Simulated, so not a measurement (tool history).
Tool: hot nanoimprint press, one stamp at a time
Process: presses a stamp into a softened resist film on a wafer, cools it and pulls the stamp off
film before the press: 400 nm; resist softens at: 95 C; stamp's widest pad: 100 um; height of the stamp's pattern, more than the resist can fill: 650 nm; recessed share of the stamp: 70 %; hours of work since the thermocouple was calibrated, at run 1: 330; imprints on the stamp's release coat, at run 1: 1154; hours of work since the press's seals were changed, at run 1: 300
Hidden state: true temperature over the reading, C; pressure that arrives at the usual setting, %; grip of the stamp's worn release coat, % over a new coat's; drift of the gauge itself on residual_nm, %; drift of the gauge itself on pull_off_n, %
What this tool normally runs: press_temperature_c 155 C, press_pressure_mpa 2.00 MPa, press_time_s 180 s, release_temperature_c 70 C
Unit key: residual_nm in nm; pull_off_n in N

| run | hour | press_temperature_c | press_pressure_mpa | press_time_s | release_temperature_c | hours of work since the thermocouple was calibrated | imprints on the stamp's release coat | hours of work since the press's seals were changed | residual_nm | pull_off_n |
|---|---|---|---|---|---|---|---|---|---|---|
| 1 | 0.0 | 155 | 2.00 | 180 | 70 | 330 | 1154 | 300 | 159.9 | 118 |
| 2 | 7.3 | 155 | 2.00 | 180 | 70 | 336 | 1181 | 305 | 159.8 | 124 |
| 3 | 11.8 | 155 | 1.33 | 180 | 70 | 339 | 1198 | 308 | 198.5 | 121 |
| 4 | 17.7 | 155 | 2.00 | 270 | 70 | 343 | 1220 | 313 | 138.0 | 121 |
| 5 | 26.3 | 155 | 2.00 | 270 | 70 | 349 | 1252 | 319 | 138.9 | 119 |
| 6 | 36.2 | 155 | 2.00 | 270 | 70 | 357 | 1289 | 326 | 138.4 | 123 |
| 7 | 44.4 | 155 | 2.00 | 270 | 70 | 362 | 1320 | 332 | 138.9 | 123 |
| 8 | 49.4 | 155 | 1.46 | 270 | 70 | 366 | 1338 | 335 | 164.5 | 122 |
| 9 | 55.3 | 155 | 1.46 | 270 | 70 | 370 | 1360 | 340 | 164.7 | 122 |
| 10 | 61.0 | 155 | 2.00 | 180 | 57 | 374 | 1381 | 344 | 159.8 | 150 |
| 11 | 68.7 | 155 | 2.00 | 180 | 57 | 380 | 1410 | 349 | 159.9 | 148 |
| 12 | 75.1 | 155 | 2.00 | 180 | 57 | 385 | 1434 | 354 | 159.8 | 150 |
| 13 | 79.7 | 155 | 2.00 | 180 | 57 | 388 | 1451 | 357 | 158.8 | 150 |
| 14 | 88.3 | 155 | 2.00 | 180 | 57 | 394 | 1484 | 364 | 159.8 | 153 |
| 15 | 92.9 | 155 | 2.00 | 180 | 70 | 397 | 1500 | 367 | 159.3 | 123 |
| 16 | 100.2 | 155 | 2.00 | 180 | 70 | 403 | 1528 | 372 | 159.5 | 122 |
| 17 | 106.6 | 155 | 2.00 | 180 | 70 | 407 | 1551 | 377 | 160.6 | 122 |
| 18 | 112.2 | 155 | 2.00 | 180 | 70 | 411 | 1572 | 381 | 159.3 | 124 |

Forecast run 19:
| 19 | 122.6 | 159 | 2.09 | 184 | 60 | 419 | 1611 | 388 | ? | ? |

{"run 19": {"residual_nm": 131.9, "pull_off_n": 148}}
Minus the tool's unlogged condition, the same run would have read residual_nm 135.5 nm, pull_off_n 130 N.
